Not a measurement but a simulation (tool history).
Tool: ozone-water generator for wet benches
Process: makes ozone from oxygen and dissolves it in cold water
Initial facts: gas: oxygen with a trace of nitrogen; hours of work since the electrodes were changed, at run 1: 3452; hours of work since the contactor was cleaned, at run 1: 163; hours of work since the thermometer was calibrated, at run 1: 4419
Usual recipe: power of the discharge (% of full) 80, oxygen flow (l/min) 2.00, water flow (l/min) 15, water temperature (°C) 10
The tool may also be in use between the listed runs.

run    hour  power of the discharge (% of full)  oxygen flow (l/min)  water flow (l/min)  water temperature (°C)  hours of work since the electrodes were changed  hours of work since the contactor was cleaned  hours of work since the thermometer was calibrated  dissolved ozone (ppm)  ozone in the gas ahead of the water (g/m3)
  1     0.0                                  80                 2.00                  15                      10                                             3452                                            163                                                4419                   15.4                                       265.5
  2   139.2                                  80                 2.00                  12                      10                                             3588                                            298                                                4555                   19.4                                       264.0
  3   247.8                                  80                 2.00                  15                      10                                             3694                                            404                                                4661                   15.2                                       260.2
  4   379.4                                  80                 2.00                  15                      10                                             3822                                            533                                                4790                   14.9                                       262.7
  5   477.3                                  80                 2.00                  16                      10                                             3918                                            628                                                4885                   13.9                                       260.6
  6   583.7                                  80                 2.00                  18                      10                                             4021                                            732                                                4989                   12.1                                       259.0
  7   650.9                                  43                 2.00                  14                      10                                             4087                                            798                                                5055                    9.8                                       161.9
  8   726.7                                  43                 2.00                  14                      10                                             4161                                            872                                                5129                   10.1                                       160.7
  9   820.3                                  56                 2.00                  23                      17                                             4252                                            963                                                5220                    6.7                                       196.4
 10   884.7                                  93                 2.00                  15                      17                                             4315                                           1026                                                5283                   15.6                                       289.0
 11  1019.1                                  86                 2.22                  11                      15                                             4446                                           1157                                                5414                   20.4                                       256.4

Predict each of these 3 candidate next runs independently; none follows another, all start after run 11:
  A  1117.3                                  78                 2.00                  21                       9                                             4542                                           1253                                                5510                      ?                                           ?
  B  1117.3                                  86                 1.48                  19                      10                                             4542                                           1253                                                5510                      ?                                           ?
  C  1117.3                                  89                 2.22                  18                       7                                             4542                                           1253                                                5510                      ?                                           ?

run  dissolved ozone (ppm)  ozone in the gas ahead of the water (g/m3)
  A                    9.9                                       250.3
  B                   10.9                                       317.7
  C                   13.5                                       263.7
Take away the tool's hidden state, keep each run's random variation, and the runs would have read:
run  dissolved ozone (ppm)  ozone in the gas ahead of the water (g/m3)
  A                   11.5                                       281.5
  B                   12.7                                       360.4
  C                   15.8                                       299.9

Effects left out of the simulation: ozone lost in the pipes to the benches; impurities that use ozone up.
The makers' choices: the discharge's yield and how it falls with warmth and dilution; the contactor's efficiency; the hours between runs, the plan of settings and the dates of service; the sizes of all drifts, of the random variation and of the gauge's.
